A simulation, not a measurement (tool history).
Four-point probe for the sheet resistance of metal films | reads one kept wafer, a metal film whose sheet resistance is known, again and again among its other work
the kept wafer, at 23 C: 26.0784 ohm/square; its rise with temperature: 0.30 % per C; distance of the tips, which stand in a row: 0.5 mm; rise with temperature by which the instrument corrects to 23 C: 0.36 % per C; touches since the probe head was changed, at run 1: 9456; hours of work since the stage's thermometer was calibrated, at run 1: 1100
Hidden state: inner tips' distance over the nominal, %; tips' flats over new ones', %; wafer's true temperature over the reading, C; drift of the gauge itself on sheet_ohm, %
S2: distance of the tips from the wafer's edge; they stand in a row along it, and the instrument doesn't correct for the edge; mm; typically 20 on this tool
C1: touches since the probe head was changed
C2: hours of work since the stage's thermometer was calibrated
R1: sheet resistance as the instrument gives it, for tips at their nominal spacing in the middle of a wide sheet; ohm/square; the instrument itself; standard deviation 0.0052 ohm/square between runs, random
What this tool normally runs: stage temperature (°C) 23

run 1 day=0 | stage_temperature_(°C)=23 S2=20 | C1=9456 C2=1100 | R1=26.082719
run 2 day=1.704 | stage_temperature_(°C)=23 S2=20 | C1=9922 C2=1122 | R1=26.081073
run 3 day=3.504 | stage_temperature_(°C)=23 S2=20 | C1=10415 C2=1146 | R1=26.09529
run 4 day=5.583 | stage_temperature_(°C)=33 S2=20 | C1=10984 C2=1172 | R1=25.930145
run 5 day=6.9 | stage_temperature_(°C)=33 S2=20 | C1=11344 C2=1189 | R1=25.936281
run 6 day=8.129 | stage_temperature_(°C)=33 S2=20 | C1=11681 C2=1205 | R1=25.943864
run 7 day=9.275 | stage_temperature_(°C)=33 S2=20 | C1=11994 C2=1220 | R1=25.941906
run 8 day=11.129 | stage_temperature_(°C)=33 S2=20 | C1=12501 C2=1244 | R1=25.935006
run 9 day=12.875 | stage_temperature_(°C)=33 S2=20 | C1=12979 C2=1267 | R1=25.933067
run 10 day=14.012 | stage_temperature_(°C)=33 S2=20 | C1=13290 C2=1281 | R1=25.93351
run 11 day=15.492 | stage_temperature_(°C)=35 S2=9 | C1=13695 C2=1300 | R1=25.943772
run 12 day=16.788 | stage_temperature_(°C)=35 S2=9 | C1=14049 C2=1317 | R1=25.939658

Run 13 is up next; what results do you expect?
run 13 day=18.062 | stage_temperature_(°C)=35 S2=9 | C1=14398 C2=1334 | R1=?

Run 13 gave R1 25.934495 ohm/square.
Minus the tool's unlogged condition, the same run would have read R1 25.934511 ohm/square.
